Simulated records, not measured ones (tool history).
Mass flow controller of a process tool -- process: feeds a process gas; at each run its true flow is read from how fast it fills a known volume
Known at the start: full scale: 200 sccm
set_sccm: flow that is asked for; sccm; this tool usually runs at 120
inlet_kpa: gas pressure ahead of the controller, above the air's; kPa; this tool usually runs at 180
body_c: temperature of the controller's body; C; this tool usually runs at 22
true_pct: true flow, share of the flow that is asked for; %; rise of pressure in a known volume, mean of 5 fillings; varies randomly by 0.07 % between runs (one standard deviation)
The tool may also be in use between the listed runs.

Run 1, hour 0.0: usual settings. Result: true_pct 98.59 %.
Run 2, hour 107.5: usual settings but inlet_kpa 256 kPa. Result: true_pct 99.23 %.
Run 3, hour 226.6: usual settings but inlet_kpa 256 kPa. Result: true_pct 99.20 %.
Run 4, hour 348.7: usual settings but inlet_kpa 256 kPa. Result: true_pct 99.25 %.
Run 5, hour 405.1: usual settings but inlet_kpa 256 kPa. Result: true_pct 99.37 %.
Run 6, hour 507.3: usual settings but inlet_kpa 256 kPa. Result: true_pct 99.39 %.
Run 7, hour 577.9: usual settings but inlet_kpa 256 kPa. Result: true_pct 99.37 %.
Run 8, hour 698.0: usual settings but set_sccm 84 sccm. Result: true_pct 98.42 %.
Run 9, hour 779.1: usual settings but set_sccm 84 sccm. Result: true_pct 98.44 %.
Run 10, hour 849.9: usual settings but set_sccm 84 sccm. Result: true_pct 98.48 %.
Run 11, hour 906.8: usual settings but set_sccm 84 sccm. Result: true_pct 98.48 %.
Run 12, hour 982.3: usual settings but set_sccm 47 sccm. Result: true_pct 97.86 %.
Run 13, hour 1080.2: usual settings. Result: true_pct 99.07 %.
Run 14, hour 1135.0: usual settings. Result: true_pct 99.02 %.
Run 15, hour 1237.8: usual settings. Result: true_pct 99.13 %.
Run 16, hour 1365.3: usual settings. Result: true_pct 99.15 %.
Run 17, hour 1454.8: usual settings but body_c 25 C. Result: true_pct 99.34 %.
Run 18, hour 1573.0: usual settings but set_sccm 57 sccm, body_c 25 C. Result: true_pct 98.53 %.
Run 19, hour 1658.0: usual settings but set_sccm 57 sccm, body_c 25 C. Result: true_pct 98.63 %.
Run 20, hour 1778.0: usual settings but set_sccm 57 sccm, body_c 25 C. Result: true_pct 98.55 %.
Run 21, hour 1888.8: usual settings but set_sccm 57 sccm, body_c 25 C. Result: true_pct 98.67 %.
At hour 1923.0: gauge calibrated.
Run 22, hour 1994.1: usual settings but set_sccm 57 sccm, body_c 25 C. Result: true_pct 97.98 %.
Run 23, hour 2068.7: usual settings but set_sccm 57 sccm, body_c 25 C. Result: true_pct 97.93 %.
Run 24, hour 2125.2: usual settings but set_sccm 57 sccm, body_c 25 C. Result: true_pct 98.11 %.
Run 25, hour 2253.3: usual settings but set_sccm 31 sccm, inlet_kpa 178 kPa, body_c 35 C. Result: true_pct 98.07 %.
Run 26, hour 2332.7: usual settings but set_sccm 31 sccm, inlet_kpa 178 kPa, body_c 35 C. Result: true_pct 98.19 %.
Run 27, hour 2423.2: usual settings but set_sccm 31 sccm, inlet_kpa 178 kPa, body_c 35 C. Result: true_pct 98.19 %.
Run 28, hour 2480.7: usual settings but set_sccm 21 sccm, inlet_kpa 178 kPa, body_c 36 C. Result: true_pct 98.10 %.
Run 29, hour 2568.0: usual settings but set_sccm 21 sccm, inlet_kpa 178 kPa, body_c 36 C. Result: true_pct 98.27 %.
Run 30, hour 2696.0: usual settings but set_sccm 66 sccm, inlet_kpa 250 kPa, body_c 35 C. Result: true_pct 99.50 %.
Run 31, hour 2810.1: usual settings but set_sccm 20 sccm, inlet_kpa 266 kPa, body_c 28 C. Result: true_pct 98.58 %.
Run 32, hour 2868.2: usual settings but set_sccm 20 sccm, inlet_kpa 266 kPa, body_c 28 C. Result: true_pct 98.50 %.
Run 33, hour 2924.1: usual settings but set_sccm 117 sccm, inlet_kpa 214 kPa, body_c 40 C. Result: true_pct 100.11 %.
Run 34, hour 3039.6: usual settings but set_sccm 106 sccm, inlet_kpa 188 kPa, body_c 29 C. Result: true_pct 99.30 %.
Run 35, hour 3096.5: usual settings but set_sccm 106 sccm, inlet_kpa 188 kPa, body_c 29 C. Result: true_pct 99.20 %.
Run 36, hour 3167.3: usual settings but set_sccm 106 sccm, inlet_kpa 188 kPa, body_c 29 C. Result: true_pct 99.46 %.
Run 37, hour 3241.4: usual settings but inlet_kpa 243 kPa. Result: true_pct 99.72 %.
Run 38, hour 3299.5: usual settings but set_sccm 62 sccm, inlet_kpa 213 kPa, body_c 39 C. Result: true_pct 99.42 %.
Run 39, hour 3409.1: usual settings but set_sccm 64 sccm, inlet_kpa 153 kPa, body_c 33 C. Result: true_pct 98.92 %.
Run 40, hour 3509.6: usual settings but set_sccm 71 sccm, inlet_kpa 153 kPa, body_c 29 C. Result: true_pct 98.67 %.
Run 41, hour 3637.7: usual settings but set_sccm 27 sccm, inlet_kpa 191 kPa, body_c 25 C. Result: true_pct 98.20 %.
Run 42, hour 3708.3: usual settings but set_sccm 143 sccm, inlet_kpa 257 kPa. Result: true_pct 100.29 %.
At hour 3720.0: controller's zero set anew.
Run 43, hour 3796.4: usual settings but set_sccm 131 sccm, inlet_kpa 178 kPa, body_c 23 C. Result: true_pct 99.60 %.
Run 44, hour 3897.8: usual settings but set_sccm 119 sccm, inlet_kpa 232 kPa, body_c 32 C. Result: true_pct 100.42 %.
Run 45, hour 4002.2: usual settings but set_sccm 119 sccm, inlet_kpa 232 kPa, body_c 32 C. Result: true_pct 100.36 %.
Run 46, hour 4086.4: usual settings but body_c 28 C. Result: true_pct 99.76 %.
Run 47, hour 4183.3: usual settings but set_sccm 33 sccm, inlet_kpa 223 kPa, body_c 24 C. Result: true_pct 98.62 %.

Each row is a separate what-if for the run after 47, all from the same tool condition, not one after another. Results?
Run A, hour 4266.6: usual settings but inlet_kpa 161 kPa. Result: true_pct ?.
Run B, hour 4266.6: usual settings but set_sccm 33 sccm, inlet_kpa 223 kPa, body_c 21 C. Result: true_pct ?.
Run C, hour 4266.6: usual settings but inlet_kpa 230 kPa. Result: true_pct ?.
Run D, hour 4266.6: usual settings but set_sccm 87 sccm, inlet_kpa 223 kPa, body_c 21 C. Result: true_pct ?.
Run E, hour 4266.6: usual settings but set_sccm 158 sccm, inlet_kpa 199 kPa, body_c 21 C. Result: true_pct ?.

run  true_pct
  A     99.48
  B     98.62
  C     99.98
  D     99.39
  E    100.16
What these runs would have given with no unlogged condition in the tool:
run  true_pct
  A     98.53
  B     97.68
  C     99.02
  D     98.43
  E     99.20

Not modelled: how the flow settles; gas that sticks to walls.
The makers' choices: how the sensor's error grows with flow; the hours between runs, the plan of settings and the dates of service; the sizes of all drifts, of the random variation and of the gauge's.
